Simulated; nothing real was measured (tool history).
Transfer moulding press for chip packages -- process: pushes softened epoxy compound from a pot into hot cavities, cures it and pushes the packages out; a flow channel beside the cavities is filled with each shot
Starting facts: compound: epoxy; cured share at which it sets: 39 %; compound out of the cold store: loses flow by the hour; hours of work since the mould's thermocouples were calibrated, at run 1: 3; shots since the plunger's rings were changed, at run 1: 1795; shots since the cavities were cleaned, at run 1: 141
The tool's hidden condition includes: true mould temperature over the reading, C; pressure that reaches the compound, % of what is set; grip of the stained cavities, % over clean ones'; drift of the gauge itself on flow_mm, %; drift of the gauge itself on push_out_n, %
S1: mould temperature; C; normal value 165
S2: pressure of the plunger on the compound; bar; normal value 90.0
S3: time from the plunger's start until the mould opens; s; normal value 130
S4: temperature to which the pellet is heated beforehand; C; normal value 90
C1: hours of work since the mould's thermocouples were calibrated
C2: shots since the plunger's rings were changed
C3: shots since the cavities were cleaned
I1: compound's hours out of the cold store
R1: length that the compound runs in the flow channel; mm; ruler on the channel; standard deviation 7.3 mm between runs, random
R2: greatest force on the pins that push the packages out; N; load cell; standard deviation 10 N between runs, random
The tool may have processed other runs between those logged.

run,hour,S1,S2,S3,S4,C1,C2,C3,I1,R1,R2
1,0.0,165,90.0,130,90,3,1795,141,22.4,831,609
# hour 37.1: cavities cleaned with cleaning compound and waxed
2,41.8,165,90.0,130,90,23,2104,36,11.1,872,530
3,74.3,168,90.0,130,90,40,2353,285,35.3,770,573
# hour 97.1: cavities cleaned with cleaning compound and waxed
4,105.4,168,90.0,130,90,55,2580,63,8.7,862,465
5,143.4,159,90.0,130,90,75,2872,355,33.5,822,991
# hour 153.0: cavities cleaned with cleaning compound and waxed
6,185.2,159,90.0,130,90,96,3181,247,27.4,825,958
# hour 210.3: cavities cleaned with cleaning compound and waxed
7,223.3,159,90.0,130,90,115,3462,100,8.6,877,901
8,249.9,159,90.0,130,90,129,3666,304,39.3,787,969
# hour 266.4: cavities cleaned with cleaning compound and waxed
9,290.5,159,90.0,130,90,149,3966,185,15.4,835,924
10,314.1,159,90.0,130,90,161,4147,366,40.9,775,944
# hour 322.3: cavities cleaned with cleaning compound and waxed
11,361.6,165,94.0,130,90,185,4499,301,29.0,793,665
# hour 381.3: cavities cleaned with cleaning compound and waxed
12,395.3,165,90.0,118,90,202,4746,107,17.1,788,659
13,422.5,165,90.0,130,90,216,4955,316,16.4,789,638
# hour 439.6: cavities cleaned with cleaning compound and waxed
14,451.0,165,90.0,130,90,230,5162,87,36.4,741,529
15,483.1,165,90.0,130,90,246,5408,333,21.1,770,676
# hour 499.3: cavities cleaned with cleaning compound and waxed
16,532.0,165,90.0,130,84,271,5772,251,46.1,727,633
# hour 558.1: cavities cleaned with cleaning compound and waxed
17,573.0,171,90.0,158,97,291,6075,115,25.3,738,461
# hour 589.5: plunger's sealing rings changed
18,600.2,165,92.4,126,90,304,82,304,39.3,841,662
# hour 616.5: cavities cleaned with cleaning compound and waxed
19,623.4,165,74.5,130,83,315,248,53,27.0,773,520
20,668.3,165,74.5,130,83,338,592,397,19.7,780,702
# hour 672.1: cavities cleaned with cleaning compound and waxed
21,718.4,165,74.5,130,83,363,965,355,8.3,803,695
# hour 729.1: cavities cleaned with cleaning compound and waxed
22,764.8,158,106.4,125,90,387,1310,274,25.1,941,1101

Forecast run 23:
# hour 787.2: cavities cleaned with cleaning compound and waxed
23,795.6,158,106.4,125,90,402,1535,65,36.4,?,?

{"run 23": {"R1": 912, "R2": 889}}
The same run, on a tool lacking any hidden state, would have yielded R1 948 mm, R2 869 N.
